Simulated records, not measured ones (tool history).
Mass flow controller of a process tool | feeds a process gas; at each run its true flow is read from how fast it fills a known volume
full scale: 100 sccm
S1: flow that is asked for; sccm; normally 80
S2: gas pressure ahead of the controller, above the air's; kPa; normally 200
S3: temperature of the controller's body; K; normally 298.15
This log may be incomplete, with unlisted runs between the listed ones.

Run 1, day 0.000: usual settings. Result: true flow (%) 99.83.
Run 2, day 17.596: usual settings but S3 308.15 K. Result: true flow (%) 100.42.
Run 3, day 35.888: usual settings but S3 308.15 K. Result: true flow (%) 100.62.
Run 4, day 50.321: usual settings but S3 308.15 K. Result: true flow (%) 100.66.
Run 5, day 68.929: usual settings but S3 308.15 K. Result: true flow (%) 100.92.
Run 6, day 91.054: usual settings. Result: true flow (%) 100.65.
Run 7, day 111.000: usual settings but S3 294.15 K. Result: true flow (%) 100.45.
Run 8, day 131.779: usual settings but S1 17 sccm. Result: true flow (%) 100.43.
Run 9, day 142.192: usual settings but S1 17 sccm. Result: true flow (%) 100.51.
Run 10, day 165.496: usual settings but S1 17 sccm. Result: true flow (%) 100.71.
Run 11, day 189.088: usual settings but S1 17 sccm. Result: true flow (%) 100.88.
Run 12, day 199.204: usual settings but S1 17 sccm. Result: true flow (%) 101.09.
Run 13, day 213.250: usual settings but S1 35 sccm. Result: true flow (%) 101.24.
Run 14, day 228.617: usual settings but S1 35 sccm. Result: true flow (%) 101.39.
Run 15, day 248.708: usual settings. Result: true flow (%) 101.68.
At day 251.596: controller exchanged for a calibrated one.
At day 259.017: gauge calibrated.
Run 16, day 267.446: usual settings. Result: true flow (%) 99.90.
Run 17, day 281.112: usual settings. Result: true flow (%) 100.10.
Run 18, day 294.021: usual settings but S2 197 kPa. Result: true flow (%) 100.13.
Run 19, day 312.862: usual settings but S3 305.15 K. Result: true flow (%) 100.53.
Run 20, day 330.012: usual settings but S3 302.15 K. Result: true flow (%) 100.64.
Run 21, day 344.992: usual settings. Result: true flow (%) 100.63.
Run 22, day 358.483: usual settings. Result: true flow (%) 100.66.
Run 23, day 375.000: usual settings. Result: true flow (%) 100.86.
Run 24, day 387.958: usual settings. Result: true flow (%) 100.84.
Run 25, day 400.350: usual settings but S2 143 kPa. Result: true flow (%) 101.39.
Run 26, day 414.683: usual settings but S1 17 sccm, S2 183 kPa. Result: true flow (%) 100.89.
Run 27, day 432.879: usual settings but S1 25 sccm, S2 266 kPa. Result: true flow (%) 100.41.
Run 28, day 445.333: usual settings but S1 49 sccm, S2 176 kPa. Result: true flow (%) 101.29.
Run 29, day 465.517: usual settings but S1 12 sccm, S2 181 kPa. Result: true flow (%) 101.19.
Run 30, day 483.154: usual settings but S1 12 sccm, S2 181 kPa, S3 312.15 K. Result: true flow (%) 102.04.
Run 31, day 504.788: usual settings but S1 13 sccm, S2 141 kPa, S3 295.15 K. Result: true flow (%) 101.75.
Run 32, day 527.529: usual settings but S1 54 sccm, S2 141 kPa, S3 305.15 K. Result: true flow (%) 102.57.
At day 529.571: gauge calibrated.
Run 33, day 537.217: usual settings but S2 277 kPa. Result: true flow (%) 99.40.

Predict the results of run 34:
Run 34, day 555.050: usual settings but S2 277 kPa. Result: true flow (%) ?.

true flow (%): 99.58
Without the tool's hidden state the same run would have given true flow (%) 99.38.
